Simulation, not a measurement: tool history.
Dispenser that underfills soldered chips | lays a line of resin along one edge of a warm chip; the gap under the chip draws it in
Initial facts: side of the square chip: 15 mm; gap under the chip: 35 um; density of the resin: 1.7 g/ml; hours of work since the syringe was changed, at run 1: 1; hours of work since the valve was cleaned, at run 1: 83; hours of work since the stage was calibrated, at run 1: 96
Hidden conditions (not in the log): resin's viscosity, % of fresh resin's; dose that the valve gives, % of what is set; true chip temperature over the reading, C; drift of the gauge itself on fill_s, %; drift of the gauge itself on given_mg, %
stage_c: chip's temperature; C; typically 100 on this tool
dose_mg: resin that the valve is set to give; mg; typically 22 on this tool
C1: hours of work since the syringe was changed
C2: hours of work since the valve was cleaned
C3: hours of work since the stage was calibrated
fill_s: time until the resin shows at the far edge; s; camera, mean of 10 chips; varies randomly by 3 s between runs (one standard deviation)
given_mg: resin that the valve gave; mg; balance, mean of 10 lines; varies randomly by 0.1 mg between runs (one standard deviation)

Run 1, hour 0: usual settings; C1 1; C2 83; C3 96. Result: fill_s 303.3 s, given_mg 20.59 mg.
At hour 4: dispensing valve cleaned and set on the balance.
At hour 7.1: new syringe of resin.
Run 2, hour 7.1: usual settings but dose_mg 21.1 mg; C1 0; C2 2; C3 101. Result: fill_s 304.6 s, given_mg 21.13 mg.
At hour 14.5: new syringe of resin.
Run 3, hour 18.5: usual settings but dose_mg 21.1 mg; C1 3; C2 11; C3 109. Result: fill_s 322.7 s, given_mg 20.9 mg.
At hour 21.5: new syringe of resin.
At hour 28.6: new syringe of resin.
Run 4, hour 30.5: usual settings but dose_mg 22.5 mg; C1 2; C2 20; C3 118. Result: fill_s 316.1 s, given_mg 22.31 mg.
At hour 35.7: new syringe of resin.
Run 5, hour 36.7: usual settings but dose_mg 22.5 mg; C1 1; C2 25; C3 123. Result: fill_s 305.7 s, given_mg 21.99 mg.
At hour 42.9: new syringe of resin.
Run 6, hour 48.1: usual settings but dose_mg 22.5 mg; C1 4; C2 33; C3 132. Result: fill_s 340.5 s, given_mg 22 mg.
At hour 50.1: new syringe of resin.
Run 7, hour 56.5: usual settings but dose_mg 22.5 mg; C1 5; C2 40; C3 138. Result: fill_s 358.9 s, given_mg 21.85 mg.
At hour 57.7: new syringe of resin.
At hour 64.8: new syringe of resin.
Run 8, hour 67.2: usual settings but dose_mg 22.5 mg; C1 2; C2 48; C3 146. Result: fill_s 316.1 s, given_mg 21.65 mg.

Forecast run 9:
At hour 72.3: new syringe of resin.
Run 9, hour 76.7: usual settings but dose_mg 22.5 mg; C1 3; C2 55; C3 153. Result: fill_s ?, given_mg ?.

fill_s: 337.6 s
given_mg: 21.58 mg
With no hidden state in the tool, this same run would have given fill_s 304.1 s, given_mg 22.49 mg.
